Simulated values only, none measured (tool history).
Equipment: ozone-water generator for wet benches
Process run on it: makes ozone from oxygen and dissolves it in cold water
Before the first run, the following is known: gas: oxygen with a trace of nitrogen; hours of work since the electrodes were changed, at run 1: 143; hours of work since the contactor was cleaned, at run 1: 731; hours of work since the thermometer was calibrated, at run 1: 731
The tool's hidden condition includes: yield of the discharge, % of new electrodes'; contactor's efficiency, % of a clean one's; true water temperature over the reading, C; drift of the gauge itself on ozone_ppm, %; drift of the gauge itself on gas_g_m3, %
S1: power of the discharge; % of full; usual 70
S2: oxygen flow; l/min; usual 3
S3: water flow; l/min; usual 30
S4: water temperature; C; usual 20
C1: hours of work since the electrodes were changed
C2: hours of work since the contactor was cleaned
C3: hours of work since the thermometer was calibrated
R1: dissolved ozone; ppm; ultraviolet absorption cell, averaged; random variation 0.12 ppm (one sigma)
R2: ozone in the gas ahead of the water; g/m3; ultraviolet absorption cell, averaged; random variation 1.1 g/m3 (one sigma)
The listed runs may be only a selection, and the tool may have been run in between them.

run,day,S1,S2,S3,S4,C1,C2,C3,R1,R2
1,0,70,3,30,20,143,731,731,11,190.5
2,3.862,70,3,30,20,204,792,792,11.2,190.4
3,11.517,70,3,30,20,326,914,914,10.8,189
4,18.067,70,3,30,20,430,1018,1018,10.8,186.7
5,23.262,70,3,30,20,513,1101,1101,10.8,184
6,27.946,70,4.3,30,20,587,1176,1176,11.6,157.2
7,34.975,70,3,30,20,699,1287,1287,10.7,184.8
8,39.567,61,4.61,30,20,772,1360,1360,10.8,137.3
9,44.371,61,1.97,30,20,849,1437,1437,8.6,205.2
10,52.138,61,1.97,30,20,972,1561,1561,8.6,204.6
11,55.929,89,3,35,21,1033,1621,1621,10.3,213.7
12,60.488,42,3,23,25,1105,1693,1693,9.3,128.6
13,67.6,42,3,23,25,1218,1807,1807,9.1,129.3

Difference, measured minus no-hidden-state, one row per run. Run-to-run variation is common to both terms; the gauge's own scatter need not be:
run,R1,R2
1,-0.3,-1.9
2,-0.3,-2.5
3,-0.4,-3.5
4,-0.5,-4.5
5,-0.5,-5
6,-0.7,-4.8
7,-0.6,-6.6
8,-0.7,-4.9
9,-0.5,-8
10,-0.6,-9.1
11,-1,-13.1
12,-0.6,-4.6
13,-0.6,-5.1
